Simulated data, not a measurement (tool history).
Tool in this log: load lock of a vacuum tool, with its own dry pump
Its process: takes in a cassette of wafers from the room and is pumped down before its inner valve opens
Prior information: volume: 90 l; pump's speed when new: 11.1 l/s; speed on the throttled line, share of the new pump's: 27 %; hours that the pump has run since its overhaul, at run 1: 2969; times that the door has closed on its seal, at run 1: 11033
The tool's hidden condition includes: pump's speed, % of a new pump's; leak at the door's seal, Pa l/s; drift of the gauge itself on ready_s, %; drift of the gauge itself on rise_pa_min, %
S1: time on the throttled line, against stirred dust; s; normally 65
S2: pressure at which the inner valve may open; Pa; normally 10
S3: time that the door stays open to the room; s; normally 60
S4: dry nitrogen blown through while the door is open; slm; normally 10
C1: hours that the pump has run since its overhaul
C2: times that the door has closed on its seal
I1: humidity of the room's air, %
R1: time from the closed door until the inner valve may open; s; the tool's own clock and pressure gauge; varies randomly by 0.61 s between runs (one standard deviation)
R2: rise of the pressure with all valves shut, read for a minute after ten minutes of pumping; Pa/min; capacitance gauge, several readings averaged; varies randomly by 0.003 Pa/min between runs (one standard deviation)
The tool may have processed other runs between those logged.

run 1 hour=0.0 | S1=65 S2=10 S3=60 S4=10 | C1=2969 C2=11033 | I1=44.0 | R1=124.1 R2=0.101
run 2 hour=53.8 | S1=65 S2=10 S3=62 S4=10 | C1=3022 C2=11108 | I1=48.5 | R1=125.2 R2=0.111
run 3 hour=117.8 | S1=65 S2=10 S3=62 S4=10 | C1=3086 C2=11197 | I1=42.5 | R1=123.6 R2=0.106
run 4 hour=198.7 | S1=65 S2=10 S3=227 S4=10 | C1=3167 C2=11310 | I1=46.6 | R1=124.7 R2=0.162
run 5 hour=294.5 | S1=65 S2=10 S3=60 S4=10 | C1=3263 C2=11443 | I1=47.0 | R1=124.2 R2=0.114
run 6 hour=400.6 | S1=65 S2=10 S3=60 S4=10 | C1=3369 C2=11591 | I1=49.0 | R1=124.2 R2=0.112
run 7 hour=470.0 | S1=65 S2=10 S3=60 S4=10 | C1=3439 C2=11688 | I1=40.6 | R1=123.3 R2=0.105
run 8 hour=513.5 | S1=65 S2=10 S3=60 S4=10 | C1=3482 C2=11749 | I1=45.4 | R1=125.3 R2=0.112
run 9 hour=613.3 | S1=65 S2=10 S3=60 S4=10 | C1=3582 C2=11888 | I1=47.5 | R1=125.2 R2=0.115
run 10 hour=689.0 | S1=65 S2=10 S3=60 S4=10 | C1=3658 C2=11993 | I1=45.7 | R1=124.3 R2=0.113
run 11 hour=775.5 | S1=65 S2=10 S3=60 S4=10 | C1=3744 C2=12114 | I1=45.2 | R1=125.2 R2=0.117
run 12 hour=854.4 | S1=65 S2=10 S3=42 S4=10 | C1=3823 C2=12224 | I1=46.1 | R1=124.6 R2=0.106
run 13 hour=954.0 | S1=65 S2=10 S3=60 S4=10 | C1=3923 C2=12362 | I1=43.6 | R1=124.5 R2=0.114
run 14 hour=1042.7 | S1=65 S2=10 S3=60 S4=10 | C1=4011 C2=12486 | I1=43.7 | R1=123.8 R2=0.116
run 15 hour=1108.2 | S1=65 S2=10 S3=60 S4=10 | C1=4077 C2=12577 | I1=46.4 | R1=123.6 R2=0.121
run 16 hour=1184.1 | S1=65 S2=10 S3=60 S4=10 | C1=4153 C2=12683 | I1=47.2 | R1=124.9 R2=0.121
run 17 hour=1234.1 | S1=65 S2=10 S3=60 S4=10 | C1=4203 C2=12753 | I1=44.4 | R1=124.8 R2=0.121
run 18 hour=1320.9 | S1=65 S2=10 S3=60 S4=10 | C1=4289 C2=12874 | I1=42.6 | R1=124.5 R2=0.118
run 19 hour=1397.4 | S1=65 S2=10 S3=60 S4=10 | C1=4366 C2=12980 | I1=48.0 | R1=123.8 R2=0.128
run 20 hour=1465.1 | S1=42 S2=18 S3=93 S4=15 | C1=4434 C2=13075 | I1=47.2 | R1=103.4 R2=0.139
run 21 hour=1535.1 | S1=42 S2=18 S3=93 S4=15 | C1=4504 C2=13172 | I1=43.8 | R1=103.5 R2=0.129
run 22 hour=1612.3 | S1=42 S2=18 S3=93 S4=15 | C1=4581 C2=13280 | I1=48.2 | R1=102.9 R2=0.133
run 23 hour=1707.7 | S1=42 S2=18 S3=93 S4=15 | C1=4676 C2=13413 | I1=44.0 | R1=102.5 R2=0.132
run 24 hour=1768.5 | S1=46 S2=16 S3=171 S4=10 | C1=4737 C2=13497 | I1=43.3 | R1=106.4 R2=0.163
run 25 hour=1839.2 | S1=46 S2=16 S3=171 S4=10 | C1=4808 C2=13596 | I1=45.7 | R1=106.9 R2=0.164
run 26 hour=1889.8 | S1=46 S2=16 S3=171 S4=10 | C1=4858 C2=13667 | I1=43.4 | R1=107.5 R2=0.162

Run 27, settings as shown, results not yet in. Your forecast:
run 27 hour=1995.2 | S1=81 S2=11 S3=101 S4=31 | C1=4964 C2=13813 | I1=46.4 | R1=? R2=?

Run 27 came out at R1 135.4 s, R2 0.134 Pa/min.
Were there no unlogged condition in the tool, this run, its random variation unchanged, would have produced R1 133.3 s, R2 0.036 Pa/min.

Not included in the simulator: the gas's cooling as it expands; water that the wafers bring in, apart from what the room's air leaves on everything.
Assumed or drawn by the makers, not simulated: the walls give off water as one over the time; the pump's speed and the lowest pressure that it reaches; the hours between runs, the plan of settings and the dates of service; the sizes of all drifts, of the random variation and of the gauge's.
